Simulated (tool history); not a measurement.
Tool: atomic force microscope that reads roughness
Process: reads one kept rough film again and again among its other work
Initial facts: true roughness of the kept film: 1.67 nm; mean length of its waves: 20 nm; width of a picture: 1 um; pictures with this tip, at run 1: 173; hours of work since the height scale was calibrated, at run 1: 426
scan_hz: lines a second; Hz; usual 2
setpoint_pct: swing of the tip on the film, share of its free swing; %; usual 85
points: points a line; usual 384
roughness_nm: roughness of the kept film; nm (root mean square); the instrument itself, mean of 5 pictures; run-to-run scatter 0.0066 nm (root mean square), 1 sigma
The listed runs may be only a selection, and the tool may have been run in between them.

run,hour,scan_hz,setpoint_pct,points,pictures with this tip,hours of work since the height scale was calibrated,roughness_nm
1,0,2,85,384,173,426,1.225
2,12.5,2,62,384,197,434,1.309
3,21.2,2,62,384,213,440,1.315
4,32.6,2.17,62,384,234,448,1.308
5,42.7,2.17,62,384,253,454,1.287
6,55.8,2,85,307,277,463,1.182
7,65.6,3.37,85,307,296,469,1.103
8,72.8,3.37,85,307,309,474,1.082
9,83.6,3.37,85,307,329,481,1.08
# hour 86.5: new tip fitted
10,94.4,2,85,384,14,488,1.313
11,107.7,2,85,384,39,497,1.297
12,123.2,2,85,384,68,507,1.284
13,131.4,2,85,384,83,512,1.289
14,138.7,2,75,384,97,517,1.336
15,153.8,2,75,384,125,527,1.321
16,162.9,2,85,384,142,533,1.253
17,172.6,2,85,384,160,539,1.255
18,189.4,2,85,384,192,550,1.252
19,205.3,2,85,384,221,560,1.213
20,216,2,85,384,241,567,1.22
21,223.1,1.52,85,384,255,572,1.238
22,238.4,1.52,85,384,283,582,1.233
23,248.7,2.64,75,384,302,589,1.222
24,256.2,2.64,75,384,316,594,1.213
# hour 265.5: new tip fitted
25,270.1,2,76,384,8,603,1.365
26,279.1,2,76,384,25,609,1.368
27,291.4,2,68,678,48,617,1.405
28,301.6,2,68,678,67,623,1.381
29,315,2,68,678,92,632,1.382
30,324,0.91,58,632,109,638,1.421
31,339.7,1.43,60,937,138,648,1.403
32,348.8,1.43,60,937,155,654,1.383
33,357.7,1.43,60,937,172,660,1.385
34,374.2,1.67,85,384,202,671,1.253

Measured result minus the same run's result without the hidden state. Both carry the same run-to-run variation, though not necessarily the same gauge scatter:
Hidden state at play: radius of the tip, nm; height scale over the true one, %; drift of the gauge itself on roughness_nm, %.
run,roughness_nm
1,-0.086
2,-0.102
3,-0.109
4,-0.118
5,-0.125
6,-0.125
7,-0.124
8,-0.125
9,-0.132
10,-0.003
11,-0.014
12,-0.026
13,-0.033
14,-0.041
15,-0.054
16,-0.059
17,-0.067
18,-0.082
19,-0.092
20,-0.1
21,-0.108
22,-0.119
23,-0.126
24,-0.131
25,+0
26,-0.007
27,-0.018
28,-0.028
29,-0.04
30,-0.049
31,-0.063
32,-0.071
33,-0.079
34,-0.086
